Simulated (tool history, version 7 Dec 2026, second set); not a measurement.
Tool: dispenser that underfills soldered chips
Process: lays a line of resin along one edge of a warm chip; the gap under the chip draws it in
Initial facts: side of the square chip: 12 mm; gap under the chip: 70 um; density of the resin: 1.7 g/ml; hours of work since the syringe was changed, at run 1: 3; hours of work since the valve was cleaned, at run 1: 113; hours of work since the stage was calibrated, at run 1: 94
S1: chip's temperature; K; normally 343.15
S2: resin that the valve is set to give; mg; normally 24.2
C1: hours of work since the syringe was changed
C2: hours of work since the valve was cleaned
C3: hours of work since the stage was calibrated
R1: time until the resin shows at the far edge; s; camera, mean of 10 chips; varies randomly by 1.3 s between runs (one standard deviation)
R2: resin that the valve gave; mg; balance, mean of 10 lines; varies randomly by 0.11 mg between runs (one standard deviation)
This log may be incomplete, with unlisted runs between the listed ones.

Run 1, hour 0.0: usual settings; C1 3; C2 113; C3 94. Result: R1 142.7 s, R2 22.99 mg.
Run 2, hour 4.5: usual settings but S2 23.0 mg; C1 6; C2 116; C3 97. Result: R1 162.7 s, R2 21.86 mg.
Run 3, hour 7.7: usual settings but S2 23.0 mg; C1 9; C2 118; C3 100. Result: R1 177.9 s, R2 21.83 mg.
At hour 10.1: new syringe of resin.
Run 4, hour 11.2: usual settings but S1 337.15 K; C1 1; C2 120; C3 102. Result: R1 172.8 s, R2 22.87 mg.
Run 5, hour 16.3: usual settings but S1 337.15 K; C1 4; C2 124; C3 105. Result: R1 198.2 s, R2 22.92 mg.
Run 6, hour 19.9: usual settings; C1 7; C2 126; C3 107. Result: R1 161.1 s, R2 23.03 mg.
At hour 25.2: new syringe of resin.
Run 7, hour 25.2: usual settings but S1 334.15 K; C1 0; C2 130; C3 111. Result: R1 198.5 s, R2 22.86 mg.
Run 8, hour 27.6: usual settings but S1 334.15 K; C1 2; C2 131; C3 112. Result: R1 210.1 s, R2 22.64 mg.
Run 9, hour 32.3: usual settings but S1 334.15 K; C1 5; C2 134; C3 116. Result: R1 240.3 s, R2 22.74 mg.
Run 10, hour 34.6: usual settings but S1 334.15 K; C1 6; C2 136; C3 117. Result: R1 259.5 s, R2 22.64 mg.
Run 11, hour 37.0: usual settings but S1 334.15 K; C1 8; C2 137; C3 119. Result: R1 272.6 s, R2 22.81 mg.
At hour 40.4: new syringe of resin.
Run 12, hour 42.4: usual settings but S1 334.15 K; C1 1; C2 141; C3 122. Result: R1 211.5 s, R2 22.72 mg.
At hour 48.0: dispensing valve cleaned and set on the balance.
Run 13, hour 48.0: usual settings but S1 329.15 K, S2 22.0 mg; C1 4; C2 0; C3 125. Result: R1 316.3 s, R2 21.87 mg.
Run 14, hour 51.2: usual settings but S1 335.15 K, S2 28.1 mg; C1 7; C2 2; C3 127. Result: R1 235.8 s, R2 27.89 mg.
Run 15, hour 55.0: usual settings but S1 357.15 K, S2 27.1 mg; C1 9; C2 5; C3 130. Result: R1 83.0 s, R2 26.97 mg.
At hour 56.6: new syringe of resin.
Run 16, hour 59.2: usual settings but S1 357.15 K, S2 27.1 mg; C1 2; C2 7; C3 132. Result: R1 62.7 s, R2 27.15 mg.
Run 17, hour 61.4: usual settings but S1 330.15 K; C1 3; C2 9; C3 134. Result: R1 286.4 s, R2 23.97 mg.
Run 18, hour 64.0: usual settings but S1 333.15 K, S2 30.1 mg; C1 5; C2 10; C3 136. Result: R1 250.6 s, R2 29.93 mg.
Run 19, hour 67.3: usual settings but S2 27.5 mg; C1 7; C2 13; C3 138. Result: R1 161.3 s, R2 27.35 mg.
Run 20, hour 71.3: usual settings but S1 341.15 K, S2 22.1 mg; C1 10; C2 15; C3 140. Result: R1 202.4 s, R2 22.16 mg.
At hour 72.0: new syringe of resin.
Run 21, hour 76.8: usual settings but S1 357.15 K; C1 3; C2 19; C3 144. Result: R1 65.1 s, R2 24.08 mg.

Branching from run 21: 5 alternative next runs. What would each branch give?
Run A, hour 80.7: usual settings but S1 341.15 K, S2 30.9 mg; C1 6; C2 21; C3 147. Result: R1 ?, R2 ?.
Run B, hour 80.7: usual settings but S1 338.15 K, S2 21.5 mg; C1 6; C2 21; C3 147. Result: R1 ?, R2 ?.
Run C, hour 80.7: usual settings but S1 351.15 K; C1 6; C2 21; C3 147. Result: R1 ?, R2 ?.
Run D, hour 80.7: usual settings but S1 353.15 K; C1 6; C2 21; C3 147. Result: R1 ?, R2 ?.
Run E, hour 80.7: usual settings but S1 345.15 K, S2 30.9 mg; C1 6; C2 21; C3 147. Result: R1 ?, R2 ?.

run     R1     R2
  A  159.3  30.65
  B  202.2  21.11
  C   99.8  24.01
  D   90.2  24.13
  E  130.9  30.66
With no hidden state in the tool, these same runs would have given:
run     R1     R2
  A  138.5  30.98
  B  175.5  21.33
  C   86.2  24.27
  D   77.8  24.39
  E  113.5  31.00
